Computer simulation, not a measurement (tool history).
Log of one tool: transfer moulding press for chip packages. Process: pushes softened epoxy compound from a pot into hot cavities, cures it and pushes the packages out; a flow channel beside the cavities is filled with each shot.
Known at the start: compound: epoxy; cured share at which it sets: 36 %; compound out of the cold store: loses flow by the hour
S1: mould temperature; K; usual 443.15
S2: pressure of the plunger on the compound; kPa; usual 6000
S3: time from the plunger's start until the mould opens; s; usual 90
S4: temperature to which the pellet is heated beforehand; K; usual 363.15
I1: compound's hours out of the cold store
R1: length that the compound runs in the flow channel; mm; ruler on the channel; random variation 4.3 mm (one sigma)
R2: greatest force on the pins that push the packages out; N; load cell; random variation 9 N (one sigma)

| run | day | S1 | S2 | S3 | S4 | I1 | R1 | R2 |
|---|---|---|---|---|---|---|---|---|
| 1 | 0.000 | 443.15 | 6000 | 90 | 363.15 | 20.2 | 923 | 651 |
| 2 | 0.521 | 443.15 | 6000 | 90 | 363.15 | 23.5 | 910 | 696 |
| 3 | 1.312 | 444.15 | 6000 | 90 | 363.15 | 14.8 | 935 | 712 |
| 4 | 1.862 | 443.15 | 5360 | 90 | 363.15 | 33.1 | 829 | 734 |
| 5 | 2.888 | 443.15 | 6000 | 90 | 360.15 | 22.5 | 914 | 838 |
| 6 | 3.542 | 443.15 | 6000 | 90 | 370.15 | 11.8 | 937 | 510 |
| 7 | 4.092 | 443.15 | 6000 | 90 | 370.15 | 19.9 | 909 | 582 |
| 8 | 5.133 | 443.15 | 6000 | 90 | 363.15 | 15.1 | 916 | 678 |
| 9 | 5.767 | 448.15 | 6000 | 90 | 363.15 | 8.0 | 920 | 572 |
| 10 | 6.408 | 443.15 | 6000 | 85 | 363.15 | 23.3 | 895 | 856 |
| 11 | 7.158 | 443.15 | 6370 | 90 | 363.15 | 23.9 | 905 | 801 |
| 12 | 7.933 | 443.15 | 6370 | 90 | 363.15 | 25.0 | 918 | 814 |
| 13 | 9.175 | 443.15 | 6370 | 90 | 363.15 | 16.5 | 970 | 509 |
| 14 | 9.842 | 443.15 | 5040 | 90 | 370.15 | 43.5 | 786 | 543 |
| 15 | 10.471 | 443.15 | 5040 | 118 | 358.15 | 40.4 | 791 | 478 |
| 16 | 10.967 | 443.15 | 5730 | 105 | 363.15 | 25.3 | 888 | 551 |
| 17 | 11.775 | 437.15 | 5640 | 115 | 368.15 | 44.2 | 857 | 725 |
| 18 | 12.296 | 437.15 | 6000 | 129 | 361.15 | 13.5 | 981 | 667 |
| 19 | 12.992 | 437.15 | 6000 | 129 | 361.15 | 21.5 | 954 | 696 |
| 20 | 13.858 | 443.15 | 6000 | 111 | 361.15 | 37.5 | 875 | 636 |
| 21 | 14.408 | 443.15 | 6000 | 111 | 361.15 | 43.2 | 847 | 359 |
| 22 | 15.467 | 443.15 | 5400 | 109 | 361.15 | 11.0 | 899 | 455 |
| 23 | 15.975 | 445.15 | 5380 | 116 | 355.15 | 14.2 | 884 | 476 |
| 24 | 16.712 | 445.15 | 5380 | 116 | 355.15 | 40.9 | 796 | 509 |
| 25 | 17.746 | 445.15 | 5380 | 116 | 355.15 | 44.7 | 789 | 572 |
| 26 | 18.350 | 441.15 | 5990 | 92 | 365.15 | 45.4 | 846 | 891 |

Not shown: 4 entries that the log had between the listed runs. Between which runs, and how does the tool's hidden state differ before and after?
Between runs 5 and 6: cavities cleaned with cleaning compound and waxed (day 3.171)
  true mould temperature over the reading, C: -0.66 -> -0.68; pressure that reaches the compound, % of what is set: 94.86 -> 94.5; grip of the stained cavities, % over clean ones': 96 -> 17.9
  measured less the result without the state, R1: -21 -> -24 mm; R2: +430 -> +95 N
Between runs 12 and 13: cavities cleaned with cleaning compound and waxed (day 8.621); plunger's sealing rings changed (day 8.883)
  true mould temperature over the reading, C: -0.79 -> -0.81; pressure that reaches the compound, % of what is set: 91.71 -> 99.59; grip of the stained cavities, % over clean ones': 96.7 -> 17
  measured less the result without the state, R1: -38 -> +1 mm; R2: +423 -> +98 N
Between runs 20 and 21: cavities cleaned with cleaning compound and waxed (day 14.183)
  true mould temperature over the reading, C: -0.93 -> -0.95; pressure that reaches the compound, % of what is set: 96.74 -> 96.41; grip of the stained cavities, % over clean ones': 99.8 -> 10.8
  measured less the result without the state, R1: -11 -> -12 mm; R2: +326 -> +43 N
